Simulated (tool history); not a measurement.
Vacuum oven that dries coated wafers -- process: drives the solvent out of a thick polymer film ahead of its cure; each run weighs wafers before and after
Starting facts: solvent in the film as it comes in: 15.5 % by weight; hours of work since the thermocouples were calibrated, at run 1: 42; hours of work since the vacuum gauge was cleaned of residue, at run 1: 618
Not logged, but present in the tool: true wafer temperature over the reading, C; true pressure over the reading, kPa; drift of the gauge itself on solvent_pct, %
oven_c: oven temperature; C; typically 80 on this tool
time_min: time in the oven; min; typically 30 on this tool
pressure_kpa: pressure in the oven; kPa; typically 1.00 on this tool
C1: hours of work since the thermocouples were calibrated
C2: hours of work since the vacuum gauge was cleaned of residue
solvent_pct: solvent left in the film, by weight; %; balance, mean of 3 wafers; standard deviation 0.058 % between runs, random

{"run": 1, "hour": 0.0, "oven_c": 80, "time_min": 30, "pressure_kpa": 1.0, "C1": 42, "C2": 618, "solvent_pct": 3.28}
{"run": 2, "hour": 19.3, "oven_c": 80, "time_min": 30, "pressure_kpa": 1.0, "C1": 51, "C2": 627, "solvent_pct": 3.25}
{"run": 3, "hour": 38.0, "oven_c": 91, "time_min": 30, "pressure_kpa": 1.0, "C1": 59, "C2": 635, "solvent_pct": 1.16}
{"run": 4, "hour": 53.4, "oven_c": 81, "time_min": 30, "pressure_kpa": 1.0, "C1": 66, "C2": 642, "solvent_pct": 3.04}
{"run": 5, "hour": 63.7, "oven_c": 81, "time_min": 30, "pressure_kpa": 1.0, "C1": 70, "C2": 646, "solvent_pct": 2.99}
{"run": 6, "hour": 78.4, "oven_c": 81, "time_min": 30, "pressure_kpa": 1.0, "C1": 77, "C2": 653, "solvent_pct": 3.1}
{"run": 7, "hour": 88.3, "oven_c": 81, "time_min": 30, "pressure_kpa": 1.0, "C1": 81, "C2": 657, "solvent_pct": 3.07}
{"run": 8, "hour": 101.1, "oven_c": 83, "time_min": 30, "pressure_kpa": 1.0, "C1": 87, "C2": 663, "solvent_pct": 2.6}
{"run": 9, "hour": 118.9, "oven_c": 83, "time_min": 30, "pressure_kpa": 1.0, "C1": 95, "C2": 671, "solvent_pct": 2.57}
{"run": 10, "hour": 135.0, "oven_c": 83, "time_min": 30, "pressure_kpa": 1.0, "C1": 102, "C2": 678, "solvent_pct": 2.56}
{"run": 11, "hour": 149.5, "oven_c": 83, "time_min": 30, "pressure_kpa": 1.0, "C1": 108, "C2": 684, "solvent_pct": 2.63}
{"run": 12, "hour": 166.0, "oven_c": 95, "time_min": 30, "pressure_kpa": 1.0, "C1": 116, "C2": 692, "solvent_pct": 0.8}
{"run": 13, "hour": 175.1, "oven_c": 81, "time_min": 30, "pressure_kpa": 1.0, "C1": 120, "C2": 696, "solvent_pct": 3.17}
{"run": 14, "hour": 192.9, "oven_c": 80, "time_min": 30, "pressure_kpa": 1.0, "C1": 128, "C2": 704, "solvent_pct": 3.36}
{"run": 15, "hour": 206.3, "oven_c": 80, "time_min": 30, "pressure_kpa": 1.0, "C1": 134, "C2": 710, "solvent_pct": 3.45}
{"run": 16, "hour": 218.5, "oven_c": 84, "time_min": 26, "pressure_kpa": 1.31, "C1": 139, "C2": 715, "solvent_pct": 2.99}
{"run": 17, "hour": 237.3, "oven_c": 84, "time_min": 26, "pressure_kpa": 1.31, "C1": 147, "C2": 723, "solvent_pct": 3.03}
{"run": 18, "hour": 258.1, "oven_c": 84, "time_min": 26, "pressure_kpa": 1.31, "C1": 157, "C2": 733, "solvent_pct": 3.01}

Run 19 is up next; what results do you expect?
{"run": 19, "hour": 268.0, "oven_c": 80, "time_min": 45, "pressure_kpa": 1.69, "C1": 161, "C2": 737, "solvent_pct": "?"}

Logged for run 19: solvent_pct 2.90 %.
If the tool had no hidden condition, the same run with the same run-to-run variation would have returned solvent_pct 2.49 %.

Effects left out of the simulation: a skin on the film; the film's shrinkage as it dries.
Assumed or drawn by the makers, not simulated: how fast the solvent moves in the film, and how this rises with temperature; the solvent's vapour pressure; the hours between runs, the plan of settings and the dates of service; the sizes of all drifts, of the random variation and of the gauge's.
